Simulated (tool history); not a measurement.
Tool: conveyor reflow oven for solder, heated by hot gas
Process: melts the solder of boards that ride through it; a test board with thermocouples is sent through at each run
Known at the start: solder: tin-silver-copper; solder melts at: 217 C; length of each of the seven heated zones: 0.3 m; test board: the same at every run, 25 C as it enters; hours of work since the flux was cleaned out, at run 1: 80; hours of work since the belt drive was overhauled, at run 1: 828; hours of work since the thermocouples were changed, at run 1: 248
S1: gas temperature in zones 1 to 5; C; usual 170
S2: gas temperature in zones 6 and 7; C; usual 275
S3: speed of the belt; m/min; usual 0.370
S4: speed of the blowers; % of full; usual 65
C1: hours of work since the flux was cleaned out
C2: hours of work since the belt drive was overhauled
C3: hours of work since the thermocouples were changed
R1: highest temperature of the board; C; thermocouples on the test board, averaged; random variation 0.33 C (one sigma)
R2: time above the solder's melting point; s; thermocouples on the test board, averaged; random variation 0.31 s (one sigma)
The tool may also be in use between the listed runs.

{"run": 1, "hour": 0.0, "S1": 170, "S2": 275, "S3": 0.37, "S4": 65, "C1": 80, "C2": 828, "C3": 248, "R1": 255.6, "R2": 75.9}
{"run": 2, "hour": 46.4, "S1": 170, "S2": 275, "S3": 0.37, "S4": 65, "C1": 104, "C2": 852, "C3": 273, "R1": 256.4, "R2": 75.4}
{"run": 3, "hour": 84.6, "S1": 170, "S2": 275, "S3": 0.37, "S4": 65, "C1": 124, "C2": 872, "C3": 293, "R1": 256.6, "R2": 75.4}
{"run": 4, "hour": 119.1, "S1": 170, "S2": 275, "S3": 0.37, "S4": 65, "C1": 142, "C2": 890, "C3": 311, "R1": 256.0, "R2": 75.2}
{"run": 5, "hour": 155.3, "S1": 170, "S2": 275, "S3": 0.37, "S4": 65, "C1": 161, "C2": 909, "C3": 330, "R1": 256.4, "R2": 74.4}
{"run": 6, "hour": 204.9, "S1": 170, "S2": 275, "S3": 0.37, "S4": 65, "C1": 187, "C2": 935, "C3": 355, "R1": 255.4, "R2": 74.0}
{"run": 7, "hour": 233.9, "S1": 170, "S2": 275, "S3": 0.37, "S4": 65, "C1": 202, "C2": 950, "C3": 371, "R1": 255.9, "R2": 74.7}
{"run": 8, "hour": 263.5, "S1": 170, "S2": 275, "S3": 0.37, "S4": 65, "C1": 218, "C2": 965, "C3": 386, "R1": 255.2, "R2": 75.0}
{"run": 9, "hour": 309.0, "S1": 170, "S2": 275, "S3": 0.37, "S4": 65, "C1": 241, "C2": 989, "C3": 410, "R1": 255.5, "R2": 75.0}
{"run": 10, "hour": 338.2, "S1": 170, "S2": 275, "S3": 0.37, "S4": 65, "C1": 257, "C2": 1004, "C3": 425, "R1": 255.4, "R2": 74.2}
{"run": 11, "hour": 363.4, "S1": 170, "S2": 275, "S3": 0.37, "S4": 65, "C1": 270, "C2": 1018, "C3": 438, "R1": 255.0, "R2": 74.9}
{"run": 12, "hour": 412.0, "S1": 170, "S2": 275, "S3": 0.37, "S4": 65, "C1": 295, "C2": 1043, "C3": 464, "R1": 254.4, "R2": 74.7}
{"hour": 419.5, "done": "belt drive overhauled, speed set with a stopwatch"}
{"run": 13, "hour": 450.4, "S1": 170, "S2": 275, "S3": 0.37, "S4": 65, "C1": 313, "C2": 16, "C3": 482, "R1": 255.0, "R2": 74.6}
{"run": 14, "hour": 483.5, "S1": 170, "S2": 275, "S3": 0.37, "S4": 65, "C1": 331, "C2": 33, "C3": 499, "R1": 254.8, "R2": 74.9}
{"run": 15, "hour": 510.1, "S1": 170, "S2": 275, "S3": 0.37, "S4": 65, "C1": 344, "C2": 47, "C3": 513, "R1": 254.6, "R2": 74.9}
{"hour": 544.1, "done": "flux residue cleaned out of gas plates and filters"}
{"run": 16, "hour": 556.3, "S1": 170, "S2": 279, "S3": 0.37, "S4": 79, "C1": 6, "C2": 69, "C3": 534, "R1": 263.6, "R2": 82.4}
{"run": 17, "hour": 604.9, "S1": 170, "S2": 279, "S3": 0.37, "S4": 79, "C1": 32, "C2": 94, "C3": 560, "R1": 263.1, "R2": 82.5}
{"run": 18, "hour": 645.5, "S1": 170, "S2": 279, "S3": 0.37, "S4": 79, "C1": 53, "C2": 116, "C3": 581, "R1": 262.9, "R2": 82.5}
{"hour": 652.4, "done": "belt drive overhauled, speed set with a stopwatch, once more"}
{"run": 19, "hour": 679.9, "S1": 156, "S2": 284, "S3": 0.37, "S4": 65, "C1": 69, "C2": 14, "C3": 597, "R1": 261.2, "R2": 72.8}
{"run": 20, "hour": 709.7, "S1": 170, "S2": 289, "S3": 0.342, "S4": 65, "C1": 84, "C2": 30, "C3": 612, "R1": 270.6, "R2": 92.0}
{"run": 21, "hour": 749.9, "S1": 170, "S2": 288, "S3": 0.302, "S4": 61, "C1": 105, "C2": 51, "C3": 634, "R1": 273.2, "R2": 106.9}
{"run": 22, "hour": 795.2, "S1": 174, "S2": 284, "S3": 0.402, "S4": 65, "C1": 129, "C2": 75, "C3": 657, "R1": 261.0, "R2": 72.5}
{"run": 23, "hour": 843.5, "S1": 174, "S2": 274, "S3": 0.402, "S4": 67, "C1": 154, "C2": 100, "C3": 682, "R1": 252.3, "R2": 66.3}
{"run": 24, "hour": 882.3, "S1": 170, "S2": 275, "S3": 0.37, "S4": 55, "C1": 175, "C2": 120, "C3": 703, "R1": 251.6, "R2": 70.0}
{"run": 25, "hour": 917.6, "S1": 156, "S2": 277, "S3": 0.37, "S4": 55, "C1": 193, "C2": 139, "C3": 721, "R1": 250.2, "R2": 62.4}
{"run": 26, "hour": 953.1, "S1": 170, "S2": 286, "S3": 0.423, "S4": 65, "C1": 212, "C2": 157, "C3": 740, "R1": 258.8, "R2": 65.6}
{"run": 27, "hour": 1003.8, "S1": 170, "S2": 266, "S3": 0.423, "S4": 65, "C1": 238, "C2": 184, "C3": 766, "R1": 241.6, "R2": 49.4}
{"run": 28, "hour": 1037.4, "S1": 169, "S2": 283, "S3": 0.397, "S4": 70, "C1": 256, "C2": 201, "C3": 784, "R1": 259.4, "R2": 70.8}
{"run": 29, "hour": 1062.4, "S1": 157, "S2": 275, "S3": 0.37, "S4": 52, "C1": 269, "C2": 214, "C3": 797, "R1": 247.2, "R2": 59.5}
{"run": 30, "hour": 1110.9, "S1": 157, "S2": 267, "S3": 0.37, "S4": 54, "C1": 294, "C2": 240, "C3": 822, "R1": 240.9, "R2": 52.0}

Measured less the same run without the tool's hidden state. The same run-to-run variation is in both; the gauge's scatter may not be:
The hidden state here: heat that the gas passes to the board, % of a clean oven's; belt's true speed, % of the reading; true gas temperature in zones 6 and 7 over the reading, C; drift of the gauge itself on peak_c, C; drift of the gauge itself on liquid_s, %.
run=1 R1=-0.9 R2=+0.2
run=2 R1=-1.1 R2=+0.0
run=3 R1=-1.2 R2=-0.3
run=4 R1=-1.4 R2=-0.3
run=5 R1=-1.5 R2=-0.5
run=6 R1=-1.8 R2=-0.7
run=7 R1=-1.9 R2=-0.8
run=8 R1=-2.1 R2=-1.0
run=9 R1=-2.3 R2=-1.2
run=10 R1=-2.3 R2=-1.2
run=11 R1=-2.4 R2=-1.4
run=12 R1=-2.7 R2=-1.6
run=13 R1=-2.5 R2=-0.9
run=14 R1=-2.7 R2=-1.0
run=15 R1=-2.8 R2=-1.1
run=16 R1=-0.6 R2=+1.8
run=17 R1=-0.8 R2=+1.6
run=18 R1=-1.0 R2=+1.4
run=19 R1=-2.0 R2=-1.6
run=20 R1=-2.0 R2=-1.2
run=21 R1=-2.1 R2=-1.2
run=22 R1=-2.4 R2=-1.7
run=23 R1=-2.6 R2=-2.4
run=24 R1=-2.6 R2=-2.6
run=25 R1=-2.9 R2=-3.1
run=26 R1=-3.4 R2=-2.6
run=27 R1=-3.4 R2=-4.2
run=28 R1=-3.7 R2=-2.8
run=29 R1=-3.6 R2=-4.1
run=30 R1=-3.7 R2=-5.1
